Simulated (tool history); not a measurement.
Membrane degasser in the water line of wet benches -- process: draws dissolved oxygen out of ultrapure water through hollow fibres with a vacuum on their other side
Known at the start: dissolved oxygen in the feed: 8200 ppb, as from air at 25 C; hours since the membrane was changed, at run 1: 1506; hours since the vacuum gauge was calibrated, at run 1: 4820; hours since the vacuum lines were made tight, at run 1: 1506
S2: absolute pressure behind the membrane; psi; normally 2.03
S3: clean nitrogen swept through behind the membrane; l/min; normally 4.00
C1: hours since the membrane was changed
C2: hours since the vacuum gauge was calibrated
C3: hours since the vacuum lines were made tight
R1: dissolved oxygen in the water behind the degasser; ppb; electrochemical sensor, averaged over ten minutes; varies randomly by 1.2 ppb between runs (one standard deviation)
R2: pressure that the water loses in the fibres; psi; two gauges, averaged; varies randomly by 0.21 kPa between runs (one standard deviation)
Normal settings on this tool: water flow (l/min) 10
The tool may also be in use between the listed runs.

run 1 hour=0.0 | water_flow_(l/min)=10 S2=2.03 S3=4.00 | C1=1506 C2=4820 C3=1506 | R1=124.6 R2=7.487
run 2 hour=91.5 | water_flow_(l/min)=10 S2=2.03 S3=4.00 | C1=1598 C2=4911 C3=1598 | R1=122.9 R2=7.480
run 3 hour=156.5 | water_flow_(l/min)=10 S2=2.03 S3=4.00 | C1=1663 C2=4976 C3=1663 | R1=124.1 R2=7.513
run 4 hour=204.9 | water_flow_(l/min)=10 S2=2.03 S3=4.00 | C1=1711 C2=5024 C3=1711 | R1=123.4 R2=7.584
run 5 hour=267.3 | water_flow_(l/min)=10 S2=2.03 S3=4.00 | C1=1774 C2=5087 C3=1774 | R1=123.9 R2=7.542
run 6 hour=340.8 | water_flow_(l/min)=10 S2=2.03 S3=1.91 | C1=1847 C2=5160 C3=1847 | R1=199.3 R2=7.498
run 7 hour=409.3 | water_flow_(l/min)=10 S2=2.03 S3=1.91 | C1=1916 C2=5229 C3=1916 | R1=195.8 R2=7.498
run 8 hour=474.2 | water_flow_(l/min)=10 S2=2.03 S3=4.00 | C1=1980 C2=5294 C3=1980 | R1=126.5 R2=7.575
run 9 hour=554.4 | water_flow_(l/min)=10 S2=2.03 S3=4.00 | C1=2061 C2=5374 C3=2061 | R1=126.3 R2=7.578
-- hour=570.1 vacuum gauge calibrated
run 10 hour=622.1 | water_flow_(l/min)=13 S2=2.03 S3=4.00 | C1=2128 C2=52 C3=2128 | R1=245.8 R2=9.835
run 11 hour=665.5 | water_flow_(l/min)=10 S2=2.03 S3=4.00 | C1=2171 C2=95 C3=2171 | R1=127.5 R2=7.559
run 12 hour=726.8 | water_flow_(l/min)=10 S2=2.03 S3=4.00 | C1=2233 C2=157 C3=2233 | R1=127.4 R2=7.529
run 13 hour=766.1 | water_flow_(l/min)=10 S2=2.03 S3=4.00 | C1=2272 C2=196 C3=2272 | R1=129.3 R2=7.588
run 14 hour=854.8 | water_flow_(l/min)=10 S2=2.03 S3=4.00 | C1=2361 C2=285 C3=2361 | R1=128.8 R2=7.601
run 15 hour=944.2 | water_flow_(l/min)=10 S2=2.03 S3=4.00 | C1=2450 C2=374 C3=2450 | R1=125.8 R2=7.583
run 16 hour=1024.8 | water_flow_(l/min)=10 S2=2.52 S3=4.00 | C1=2531 C2=455 C3=2531 | R1=149.3 R2=7.600
run 17 hour=1089.8 | water_flow_(l/min)=12 S2=2.31 S3=5.31 | C1=2596 C2=520 C3=2596 | R1=197.2 R2=9.140
-- hour=1123.4 vacuum gauge calibrated, once more
run 18 hour=1153.0 | water_flow_(l/min)=12 S2=2.31 S3=5.31 | C1=2658 C2=30 C3=2658 | R1=186.8 R2=9.161
run 19 hour=1238.8 | water_flow_(l/min)=12 S2=1.49 S3=4.90 | C1=2744 C2=115 C3=2744 | R1=160.5 R2=9.116
run 20 hour=1297.5 | water_flow_(l/min)=7 S2=2.13 S3=3.33 | C1=2803 C2=174 C3=2803 | R1=70.4 R2=5.387
-- hour=1311.3 seals of the vacuum lines changed
run 21 hour=1346.1 | water_flow_(l/min)=8 S2=3.35 S3=3.33 | C1=2849 C2=221 C3=35 | R1=136.6 R2=6.123
run 22 hour=1390.2 | water_flow_(l/min)=10 S2=2.03 S3=1.94 | C1=2893 C2=265 C3=79 | R1=187.9 R2=7.662
run 23 hour=1465.4 | water_flow_(l/min)=11 S2=4.39 S3=4.93 | C1=2969 C2=340 C3=154 | R1=233.1 R2=8.437
run 24 hour=1512.8 | water_flow_(l/min)=11 S2=4.39 S3=4.93 | C1=3016 C2=387 C3=201 | R1=235.9 R2=8.443
run 25 hour=1568.4 | water_flow_(l/min)=7 S2=1.48 S3=4.33 | C1=3072 C2=443 C3=257 | R1=37.1 R2=5.337
run 26 hour=1648.4 | water_flow_(l/min)=7 S2=1.46 S3=4.33 | C1=3152 C2=523 C3=337 | R1=37.2 R2=5.395
run 27 hour=1725.6 | water_flow_(l/min)=7 S2=1.46 S3=4.33 | C1=3229 C2=600 C3=414 | R1=38.1 R2=5.358
run 28 hour=1769.1 | water_flow_(l/min)=16 S2=4.03 S3=4.33 | C1=3272 C2=644 C3=458 | R1=521.0 R2=12.353
run 29 hour=1809.5 | water_flow_(l/min)=15 S2=2.86 S3=3.36 | C1=3313 C2=684 C3=498 | R1=428.1 R2=11.551
run 30 hour=1888.3 | water_flow_(l/min)=15 S2=2.86 S3=3.36 | C1=3392 C2=763 C3=577 | R1=425.3 R2=11.560
run 31 hour=1980.6 | water_flow_(l/min)=10 S2=1.90 S3=2.01 | C1=3484 C2=855 C3=669 | R1=177.6 R2=7.696
run 32 hour=2070.3 | water_flow_(l/min)=10 S2=1.90 S3=2.01 | C1=3574 C2=945 C3=759 | R1=178.9 R2=7.675

Take each entry between the runs: how does the hidden state at the last listed run before it differ from the hidden state at the first listed run after it?
Between runs 9 and 10: vacuum gauge calibrated (hour 570.1)
  true pressure behind the membrane over the reading, kPa: 0.71 -> 0.85; air that leaks in behind the membrane, l/min: 0.0045 -> 0.0046
  measured minus no-state result, R1: +12.0 -> +23.8 ppb; R2: +0.209 -> +0.281 psi
Between runs 17 and 18: vacuum gauge calibrated, once more (hour 1123.4)
  membrane still open, %: 96.5 -> 96.4; true pressure behind the membrane over the reading, kPa: 0.91 -> -0.03; air that leaks in behind the membrane, l/min: 0.0054 -> 0.0055
  measured minus no-state result, R1: +22.5 -> +17.3 ppb; R2: +0.319 -> +0.328 psi
Between runs 20 and 21: seals of the vacuum lines changed (hour 1311.3)
  true pressure behind the membrane over the reading, kPa: -0.02 -> -0.01; air that leaks in behind the membrane, l/min: 0.0057 -> 0.0012
  measured minus no-state result, R1: +3.1 -> +3.7 ppb; R2: +0.200 -> +0.234 psi

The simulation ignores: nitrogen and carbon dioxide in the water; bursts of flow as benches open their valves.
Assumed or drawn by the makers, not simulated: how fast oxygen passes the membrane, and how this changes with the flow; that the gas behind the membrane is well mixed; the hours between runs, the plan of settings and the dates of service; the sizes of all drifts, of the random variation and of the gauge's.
